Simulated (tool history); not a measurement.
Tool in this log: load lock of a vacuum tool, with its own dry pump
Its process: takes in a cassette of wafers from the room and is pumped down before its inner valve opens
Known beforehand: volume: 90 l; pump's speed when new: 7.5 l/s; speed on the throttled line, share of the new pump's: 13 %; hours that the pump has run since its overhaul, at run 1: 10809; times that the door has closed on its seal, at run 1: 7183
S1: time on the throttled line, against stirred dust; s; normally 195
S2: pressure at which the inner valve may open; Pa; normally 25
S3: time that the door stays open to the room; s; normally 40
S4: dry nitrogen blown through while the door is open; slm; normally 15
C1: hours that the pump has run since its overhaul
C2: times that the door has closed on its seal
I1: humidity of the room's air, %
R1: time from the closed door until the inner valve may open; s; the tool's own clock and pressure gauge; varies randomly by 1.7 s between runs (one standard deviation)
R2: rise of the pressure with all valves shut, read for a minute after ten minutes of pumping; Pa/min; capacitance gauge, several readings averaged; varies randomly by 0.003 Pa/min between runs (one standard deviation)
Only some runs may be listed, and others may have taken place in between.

Run 1, hour 0.0: usual settings; C1 10809; C2 7183; I1 45.2. Result: R1 285.7 s, R2 0.051 Pa/min.
Run 2, hour 66.8: usual settings; C1 10875; C2 7286; I1 44.9. Result: R1 280.3 s, R2 0.055 Pa/min.
Run 3, hour 121.2: usual settings but S3 45 s; C1 10930; C2 7370; I1 41.9. Result: R1 281.2 s, R2 0.048 Pa/min.
Run 4, hour 201.4: usual settings but S2 34 Pa, S3 45 s; C1 11010; C2 7494; I1 44.1. Result: R1 277.2 s, R2 0.055 Pa/min.
Run 5, hour 286.6: usual settings but S2 34 Pa, S3 45 s; C1 11095; C2 7625; I1 44.4. Result: R1 278.4 s, R2 0.051 Pa/min.
At hour 319.4: dry pump taken out, an overhauled one fitted.
Run 6, hour 383.7: usual settings but S2 34 Pa, S3 45 s; C1 64; C2 7766; I1 47.5. Result: R1 266.4 s, R2 0.049 Pa/min.
Run 7, hour 446.5: usual settings but S3 120 s; C1 127; C2 7863; I1 48.1. Result: R1 273.2 s, R2 0.084 Pa/min.
Run 8, hour 497.4: usual settings but S3 120 s; C1 178; C2 7942; I1 42.8. Result: R1 272.2 s, R2 0.076 Pa/min.
Run 9, hour 589.9: usual settings but S3 120 s; C1 270; C2 8085; I1 44.9. Result: R1 272.7 s, R2 0.079 Pa/min.
Run 10, hour 644.6: usual settings but S3 120 s; C1 325; C2 8170; I1 47.4. Result: R1 273.4 s, R2 0.080 Pa/min.
Run 11, hour 730.2: usual settings but S2 39 Pa; C1 411; C2 8302; I1 44.7. Result: R1 264.7 s, R2 0.056 Pa/min.
Run 12, hour 823.9: usual settings but S3 77 s; C1 504; C2 8447; I1 44.0. Result: R1 272.4 s, R2 0.065 Pa/min.
Run 13, hour 916.9: usual settings but S2 24 Pa, S3 84 s, S4 19 slm; C1 597; C2 8590; I1 44.5. Result: R1 270.7 s, R2 0.064 Pa/min.
Run 14, hour 1021.9: usual settings but S1 310 s, S2 21 Pa, S3 52 s, S4 33 slm; C1 702; C2 8753; I1 46.1. Result: R1 375.9 s, R2 0.050 Pa/min.
Run 15, hour 1126.6: usual settings but S1 295 s, S2 19 Pa, S3 127 s, S4 11 slm; C1 807; C2 8914; I1 43.7. Result: R1 360.8 s, R2 0.089 Pa/min.
Run 16, hour 1182.3: usual settings but S1 274 s, S2 21 Pa, S4 9 slm; C1 863; C2 9001; I1 42.6. Result: R1 342.7 s, R2 0.065 Pa/min.
Run 17, hour 1230.9: usual settings but S1 235 s, S2 23 Pa; C1 911; C2 9076; I1 42.7. Result: R1 311.7 s, R2 0.061 Pa/min.
Run 18, hour 1284.2: usual settings but S3 61 s; C1 965; C2 9158; I1 44.3. Result: R1 272.7 s, R2 0.066 Pa/min.
Run 19, hour 1390.2: usual settings but S2 32 Pa, S3 53 s; C1 1071; C2 9322; I1 42.7. Result: R1 267.4 s, R2 0.066 Pa/min.
Run 20, hour 1462.1: usual settings but S2 32 Pa, S3 53 s; C1 1143; C2 9433; I1 45.0. Result: R1 269.9 s, R2 0.060 Pa/min.
Run 21, hour 1532.0: usual settings but S1 178 s, S2 27 Pa, S3 53 s; C1 1213; C2 9541; I1 43.3. Result: R1 257.9 s, R2 0.063 Pa/min.

4 ways to go on from here, each from the tool as it stands after run 21. What would each give?
Run A, hour 1635.8: usual settings but S1 233 s, S2 27 Pa, S3 53 s, S4 5 slm; C1 1316; C2 9701; I1 44.6. Result: R1 ?, R2 ?.
Run B, hour 1635.8: usual settings but S1 314 s, S3 28 s, S4 11 slm; C1 1316; C2 9701; I1 39.8. Result: R1 ?, R2 ?.
Run C, hour 1635.8: usual settings but S1 358 s, S2 47 Pa, S4 13 slm; C1 1316; C2 9701; I1 39.8. Result: R1 ?, R2 ?.
Run D, hour 1635.8: usual settings but S1 170 s, S2 27 Pa, S3 53 s; C1 1316; C2 9701; I1 47.2. Result: R1 ?, R2 ?.

run     R1     R2
  A  305.3  0.083
  B  377.0  0.064
  C  407.4  0.057
  D  250.1  0.065
Stripped of hidden state, with their random variation kept, the same runs would have yielded:
run     R1     R2
  A  303.2  0.043
  B  375.2  0.024
  C  406.0  0.018
  D  247.7  0.024
